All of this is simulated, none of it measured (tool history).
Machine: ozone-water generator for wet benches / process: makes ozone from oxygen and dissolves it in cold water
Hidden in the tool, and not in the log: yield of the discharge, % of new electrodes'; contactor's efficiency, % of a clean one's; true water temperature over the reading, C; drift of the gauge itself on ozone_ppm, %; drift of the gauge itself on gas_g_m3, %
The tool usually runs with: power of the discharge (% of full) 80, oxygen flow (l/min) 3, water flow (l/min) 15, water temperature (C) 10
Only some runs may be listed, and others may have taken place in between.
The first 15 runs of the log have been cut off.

run	hour	power of the discharge (% of full)	oxygen flow (l/min)	water flow (l/min)	water temperature (C)	hours of work since the electrodes were changed	hours of work since the contactor was cleaned	hours of work since the thermometer was calibrated	dissolved ozone (ppm)	ozone in the gas ahead of the water (g/m3)
16	993.7	80	1.64	15	10	1124	4525	120	21.1	318.9
17	1043.7	80	1.64	15	10	1165	4566	161	21.2	321.2
18	1127.8	80	3	15	15	1234	4635	229	20.7	211.6
19	1203.5	80	2.09	15	13	1295	4696	291	21.1	269.1
20	1291.1	80	4.65	15	10	1367	4768	363	21	156.8
21	1368.8	80	2.63	15	5	1431	4831	426	22.7	233.1
22	1446.1	40	3	20	10	1494	4895	489	9.4	120.5
23	1530.4	41	3	15	6	1563	4964	558	12.9	121.4
24	1588.5	46	2.95	17	6	1610	5011	606	12.6	136.1
25	1636.8	46	1.9	17	13	1650	5051	645	11.5	183.7
26	1716.9	80	2.75	15	10	1715	5116	711	21.4	222.3
27	1793	84	4.19	12	7	1777	5178	773	27.9	172.5
28	1869.8	84	2.78	12	6	1840	5241	836	28.9	229.4
29	1922.1	84	2.78	12	6	1883	5284	879	28.6	230.1
30	2010.8	80	2.95	24	18	1955	5356	951	12.4	214.2
31	2100.8	80	4.82	16	18	2029	5430	1025	17.6	151
32	2177.7	80	4.82	16	18	2092	5493	1087	17.5	150.4
33	2244.4	98	2.38	19	11	2146	5547	1142	19.7	288.8

Here are 4 independent what-if runs from the current tool condition. What would each one return?
A	2319.3	80	2.17	15	10	2207	5608	1203	?	?
B	2319.3	98	3.64	19	13	2207	5608	1203	?	?
C	2319.3	98	4.04	19	13	2207	5608	1203	?	?
D	2319.3	43	3.93	9	10	2207	5608	1203	?	?

run	dissolved ozone (ppm)	ozone in the gas ahead of the water (g/m3)
A	21.2	262.2
B	19.3	216.2
C	19.2	202.2
D	18.7	105.6
Without the tool's unlogged condition, the same runs would have read:
run	dissolved ozone (ppm)	ozone in the gas ahead of the water (g/m3)
A	22.8	267.2
B	21.1	221
C	20.9	206.7
D	19.7	106.7
